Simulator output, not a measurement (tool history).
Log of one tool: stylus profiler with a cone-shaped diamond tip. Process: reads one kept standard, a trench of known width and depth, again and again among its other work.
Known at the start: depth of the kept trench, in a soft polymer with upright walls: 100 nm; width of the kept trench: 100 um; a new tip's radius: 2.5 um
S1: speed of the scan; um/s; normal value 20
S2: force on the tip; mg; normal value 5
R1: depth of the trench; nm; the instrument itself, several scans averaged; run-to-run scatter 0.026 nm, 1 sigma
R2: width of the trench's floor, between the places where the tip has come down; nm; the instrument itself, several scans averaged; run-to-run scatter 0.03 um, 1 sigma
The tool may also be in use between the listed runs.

run 1 hour=0 | S1=20 S2=5 | R1=101.1 R2=97720
run 2 hour=59.2 | S1=20 S2=5 | R1=101.1 R2=97690
run 3 hour=85.6 | S1=20 S2=5 | R1=101.16 R2=97680
run 4 hour=118.6 | S1=20 S2=5 | R1=101.12 R2=97680
run 5 hour=170.4 | S1=20 S2=5 | R1=101.07 R2=97570
run 6 hour=201.4 | S1=20 S2=1.95 | R1=100.48 R2=97560
run 7 hour=264.6 | S1=20 S2=1.95 | R1=100.47 R2=97610
run 8 hour=293.8 | S1=20 S2=1.95 | R1=100.44 R2=97530
run 9 hour=328.6 | S1=20 S2=2.99 | R1=100.74 R2=97560
-- hour=369.9 new tip fitted, height scale calibrated
run 10 hour=372.2 | S1=20 S2=2.99 | R1=100.96 R2=98530
run 11 hour=413.9 | S1=20 S2=5 | R1=101.31 R2=98490
run 12 hour=467 | S1=20 S2=5 | R1=101.31 R2=98470
run 13 hour=517.8 | S1=20 S2=5 | R1=101.3 R2=98390
run 14 hour=553.5 | S1=20 S2=5 | R1=101.28 R2=98350
run 15 hour=615.8 | S1=20 S2=5 | R1=101.25 R2=98350
run 16 hour=674.5 | S1=20 S2=5 | R1=101.29 R2=98300
run 17 hour=705.3 | S1=20 S2=5 | R1=101.23 R2=98250
run 18 hour=745.2 | S1=20 S2=5 | R1=101.31 R2=98250
run 19 hour=801.5 | S1=20 S2=5 | R1=101.27 R2=98250
run 20 hour=860.8 | S1=20 S2=5 | R1=101.3 R2=98150
run 21 hour=903.7 | S1=20 S2=5 | R1=101.24 R2=98160
run 22 hour=936.1 | S1=20 S2=5 | R1=101.26 R2=98160
run 23 hour=988.5 | S1=20 S2=5 | R1=101.21 R2=98100
run 24 hour=1037.3 | S1=5 S2=2.23 | R1=100.71 R2=98090
run 25 hour=1079.4 | S1=6 S2=12.51 | R1=102.33 R2=98080
run 26 hour=1122.6 | S1=27 S2=14.96 | R1=102.57 R2=98040
run 27 hour=1179 | S1=5 S2=5 | R1=101.22 R2=97990
run 28 hour=1223.2 | S1=20 S2=3.64 | R1=100.96 R2=97910
run 29 hour=1277 | S1=8 S2=1.76 | R1=100.58 R2=97930
run 30 hour=1340.5 | S1=41 S2=1.87 | R1=100.56 R2=97770
run 31 hour=1393.8 | S1=29 S2=14.46 | R1=102.53 R2=97910
run 32 hour=1438.3 | S1=9 S2=6.46 | R1=101.47 R2=97880
run 33 hour=1478.5 | S1=6 S2=7.56 | R1=101.61 R2=97850
run 34 hour=1534.2 | S1=15 S2=7.11 | R1=101.47 R2=97790
run 35 hour=1561.8 | S1=38 S2=3.5 | R1=100.91 R2=97700
run 36 hour=1597.4 | S1=38 S2=3.5 | R1=100.87 R2=97680
run 37 hour=1633 | S1=38 S2=3.5 | R1=100.87 R2=97770
run 38 hour=1693.4 | S1=11 S2=2.84 | R1=100.73 R2=97780
run 39 hour=1732.8 | S1=9 S2=5 | R1=101.14 R2=97760
run 40 hour=1762.5 | S1=36 S2=3.12 | R1=100.82 R2=97620
run 41 hour=1823.9 | S1=36 S2=3.12 | R1=100.78 R2=97610
run 42 hour=1871.6 | S1=52 S2=2.19 | R1=100.57 R2=97540
run 43 hour=1926 | S1=8 S2=9.25 | R1=101.77 R2=97650
run 44 hour=1968.9 | S1=45 S2=2.15 | R1=100.52 R2=97480
run 45 hour=2023 | S1=45 S2=4.03 | R1=100.94 R2=97550
run 46 hour=2072.4 | S1=57 S2=4.03 | R1=100.91 R2=97440

Below are 3 alternative next runs, each starting from the tool's condition after run 46. Predict each:
-- hour=2102.2 new tip fitted, height scale calibrated
run A hour=2117.8 | S1=7 S2=7.82 | R1=? R2=?
-- hour=2102.2 new tip fitted, height scale calibrated
run B hour=2117.8 | S1=57 S2=4.76 | R1=? R2=?
-- hour=2102.2 new tip fitted, height scale calibrated
run C hour=2117.8 | S1=29 S2=2.82 | R1=? R2=?

run=A R1=101.77 R2=98600
run=B R1=101.31 R2=98470
run=C R1=100.88 R2=98480
What these runs would have given with no unlogged condition in the tool:
run=A R1=101.76 R2=98610
run=B R1=101.3 R2=98490
run=C R1=100.87 R2=98490
